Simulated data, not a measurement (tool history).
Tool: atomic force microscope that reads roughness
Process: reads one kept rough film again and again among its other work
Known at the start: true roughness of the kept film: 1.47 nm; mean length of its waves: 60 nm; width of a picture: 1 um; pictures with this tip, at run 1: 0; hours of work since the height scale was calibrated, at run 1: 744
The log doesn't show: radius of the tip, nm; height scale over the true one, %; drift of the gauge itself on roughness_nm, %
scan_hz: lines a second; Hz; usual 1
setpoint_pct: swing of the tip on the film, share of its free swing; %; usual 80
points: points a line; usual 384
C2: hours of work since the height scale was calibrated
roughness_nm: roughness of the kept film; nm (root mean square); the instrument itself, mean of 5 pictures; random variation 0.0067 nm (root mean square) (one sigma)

run 1 hour=0 | scan_hz=1 setpoint_pct=80 points=384 | pictures_with_this_tip=0 C2=744 | roughness_nm=1.342
run 2 hour=21.4 | scan_hz=1 setpoint_pct=80 points=384 | pictures_with_this_tip=25 C2=755 | roughness_nm=1.335
run 3 hour=48 | scan_hz=1 setpoint_pct=80 points=384 | pictures_with_this_tip=56 C2=769 | roughness_nm=1.31
run 4 hour=83.3 | scan_hz=1 setpoint_pct=80 points=384 | pictures_with_this_tip=98 C2=787 | roughness_nm=1.319
run 5 hour=99.5 | scan_hz=1 setpoint_pct=80 points=384 | pictures_with_this_tip=117 C2=795 | roughness_nm=1.32
-- hour=103.3 new tip fitted
run 6 hour=133.3 | scan_hz=3.76 setpoint_pct=80 points=384 | pictures_with_this_tip=35 C2=812 | roughness_nm=1.102
run 7 hour=168.5 | scan_hz=1 setpoint_pct=80 points=384 | pictures_with_this_tip=76 C2=830 | roughness_nm=1.323
run 8 hour=203.1 | scan_hz=1 setpoint_pct=58 points=384 | pictures_with_this_tip=117 C2=847 | roughness_nm=1.386
-- hour=206.1 new tip fitted
run 9 hour=226.1 | scan_hz=1 setpoint_pct=58 points=384 | pictures_with_this_tip=24 C2=859 | roughness_nm=1.404
run 10 hour=263.2 | scan_hz=1 setpoint_pct=58 points=384 | pictures_with_this_tip=67 C2=878 | roughness_nm=1.38
run 11 hour=293.1 | scan_hz=1 setpoint_pct=58 points=384 | pictures_with_this_tip=102 C2=893 | roughness_nm=1.38
-- hour=308.5 new tip fitted
run 12 hour=326.9 | scan_hz=1 setpoint_pct=80 points=384 | pictures_with_this_tip=22 C2=910 | roughness_nm=1.337
run 13 hour=353.4 | scan_hz=1 setpoint_pct=80 points=384 | pictures_with_this_tip=53 C2=923 | roughness_nm=1.324
run 14 hour=374.9 | scan_hz=1 setpoint_pct=80 points=439 | pictures_with_this_tip=78 C2=934 | roughness_nm=1.321
run 15 hour=408.1 | scan_hz=1 setpoint_pct=80 points=439 | pictures_with_this_tip=117 C2=951 | roughness_nm=1.309
-- hour=411.4 new tip fitted
run 16 hour=444.6 | scan_hz=1 setpoint_pct=80 points=439 | pictures_with_this_tip=39 C2=969 | roughness_nm=1.34
run 17 hour=476.9 | scan_hz=1 setpoint_pct=80 points=439 | pictures_with_this_tip=77 C2=986 | roughness_nm=1.321
run 18 hour=505.3 | scan_hz=1 setpoint_pct=61 points=384 | pictures_with_this_tip=110 C2=1000 | roughness_nm=1.373
-- hour=512.6 new tip fitted
run 19 hour=524.9 | scan_hz=1 setpoint_pct=80 points=610 | pictures_with_this_tip=15 C2=1010 | roughness_nm=1.328
run 20 hour=550.4 | scan_hz=1 setpoint_pct=80 points=610 | pictures_with_this_tip=44 C2=1023 | roughness_nm=1.322
run 21 hour=578 | scan_hz=1 setpoint_pct=80 points=610 | pictures_with_this_tip=77 C2=1037 | roughness_nm=1.32
-- hour=581.8 height scale calibrated on a step standard
run 22 hour=596.3 | scan_hz=1 setpoint_pct=58 points=384 | pictures_with_this_tip=97 C2=7 | roughness_nm=1.402
-- hour=614.8 new tip fitted
run 23 hour=617.8 | scan_hz=1 setpoint_pct=58 points=384 | pictures_with_this_tip=4 C2=18 | roughness_nm=1.403
run 24 hour=640.6 | scan_hz=1 setpoint_pct=58 points=384 | pictures_with_this_tip=31 C2=30 | roughness_nm=1.408
run 25 hour=656.9 | scan_hz=1 setpoint_pct=66 points=384 | pictures_with_this_tip=50 C2=38 | roughness_nm=1.385
run 26 hour=678.7 | scan_hz=1 setpoint_pct=66 points=384 | pictures_with_this_tip=76 C2=49 | roughness_nm=1.373
run 27 hour=702.8 | scan_hz=2.13 setpoint_pct=57 points=790 | pictures_with_this_tip=104 C2=61 | roughness_nm=1.358
-- hour=717.6 height scale calibrated on a step standard, once more
-- hour=718.1 new tip fitted
run 28 hour=740.1 | scan_hz=2.13 setpoint_pct=57 points=790 | pictures_with_this_tip=26 C2=11 | roughness_nm=1.382
run 29 hour=772.7 | scan_hz=1 setpoint_pct=80 points=679 | pictures_with_this_tip=65 C2=28 | roughness_nm=1.318
run 30 hour=793 | scan_hz=0.99 setpoint_pct=71 points=1016 | pictures_with_this_tip=88 C2=38 | roughness_nm=1.38
run 31 hour=810.7 | scan_hz=0.99 setpoint_pct=71 points=1016 | pictures_with_this_tip=109 C2=47 | roughness_nm=1.365
-- hour=819 new tip fitted
run 32 hour=846.8 | scan_hz=0.72 setpoint_pct=71 points=1016 | pictures_with_this_tip=33 C2=65 | roughness_nm=1.406
run 33 hour=863.9 | scan_hz=0.72 setpoint_pct=71 points=1016 | pictures_with_this_tip=53 C2=74 | roughness_nm=1.399
run 34 hour=893 | scan_hz=0.72 setpoint_pct=71 points=1016 | pictures_with_this_tip=87 C2=89 | roughness_nm=1.374
-- hour=920.4 new tip fitted
run 35 hour=930.2 | scan_hz=1.1 setpoint_pct=85 points=917 | pictures_with_this_tip=12 C2=107 | roughness_nm=1.309
run 36 hour=966.3 | scan_hz=1.1 setpoint_pct=85 points=917 | pictures_with_this_tip=54 C2=126 | roughness_nm=1.303
run 37 hour=988.7 | scan_hz=1 setpoint_pct=80 points=465 | pictures_with_this_tip=81 C2=137 | roughness_nm=1.325
run 38 hour=1010.4 | scan_hz=1 setpoint_pct=80 points=504 | pictures_with_this_tip=106 C2=148 | roughness_nm=1.329
-- hour=1020.9 new tip fitted
run 39 hour=1033.6 | scan_hz=0.87 setpoint_pct=80 points=399 | pictures_with_this_tip=15 C2=160 | roughness_nm=1.346
run 40 hour=1050.1 | scan_hz=0.87 setpoint_pct=80 points=399 | pictures_with_this_tip=34 C2=168 | roughness_nm=1.346
run 41 hour=1073.3 | scan_hz=0.87 setpoint_pct=80 points=399 | pictures_with_this_tip=62 C2=180 | roughness_nm=1.353
run 42 hour=1092.9 | scan_hz=0.87 setpoint_pct=89 points=399 | pictures_with_this_tip=85 C2=190 | roughness_nm=1.282
run 43 hour=1109.2 | scan_hz=0.87 setpoint_pct=89 points=399 | pictures_with_this_tip=104 C2=198 | roughness_nm=1.286
-- hour=1123.1 new tip fitted
run 44 hour=1126.6 | scan_hz=0.87 setpoint_pct=89 points=399 | pictures_with_this_tip=5 C2=206 | roughness_nm=1.307
run 45 hour=1159.5 | scan_hz=1.36 setpoint_pct=80 points=993 | pictures_with_this_tip=43 C2=223 | roughness_nm=1.295
run 46 hour=1187.3 | scan_hz=1 setpoint_pct=56 points=488 | pictures_with_this_tip=76 C2=237 | roughness_nm=1.423
run 47 hour=1206.4 | scan_hz=1 setpoint_pct=80 points=286 | pictures_with_this_tip=99 C2=247 | roughness_nm=1.313
-- hour=1225.6 new tip fitted
run 48 hour=1234.8 | scan_hz=1 setpoint_pct=80 points=286 | pictures_with_this_tip=10 C2=261 | roughness_nm=1.338
run 49 hour=1256.9 | scan_hz=2.37 setpoint_pct=80 points=560 | pictures_with_this_tip=36 C2=272 | roughness_nm=1.207

Forecast each of these 5 alternatives for the next run:
run A hour=1293.1 | scan_hz=1.63 setpoint_pct=78 points=591 | pictures_with_this_tip=79 C2=291 | roughness_nm=?
run B hour=1293.1 | scan_hz=3.88 setpoint_pct=80 points=560 | pictures_with_this_tip=79 C2=291 | roughness_nm=?
run C hour=1293.1 | scan_hz=1.44 setpoint_pct=56 points=777 | pictures_with_this_tip=79 C2=291 | roughness_nm=?
run D hour=1293.1 | scan_hz=2.37 setpoint_pct=85 points=605 | pictures_with_this_tip=79 C2=291 | roughness_nm=?
run E hour=1293.1 | scan_hz=1 setpoint_pct=68 points=370 | pictures_with_this_tip=79 C2=291 | roughness_nm=?

run=A roughness_nm=1.284
run=B roughness_nm=1.083
run=C roughness_nm=1.396
run=D roughness_nm=1.145
run=E roughness_nm=1.375
Without the tool's hidden state the same runs would have given:
run=A roughness_nm=1.302
run=B roughness_nm=1.099
run=C roughness_nm=1.417
run=D roughness_nm=1.162
run=E roughness_nm=1.395

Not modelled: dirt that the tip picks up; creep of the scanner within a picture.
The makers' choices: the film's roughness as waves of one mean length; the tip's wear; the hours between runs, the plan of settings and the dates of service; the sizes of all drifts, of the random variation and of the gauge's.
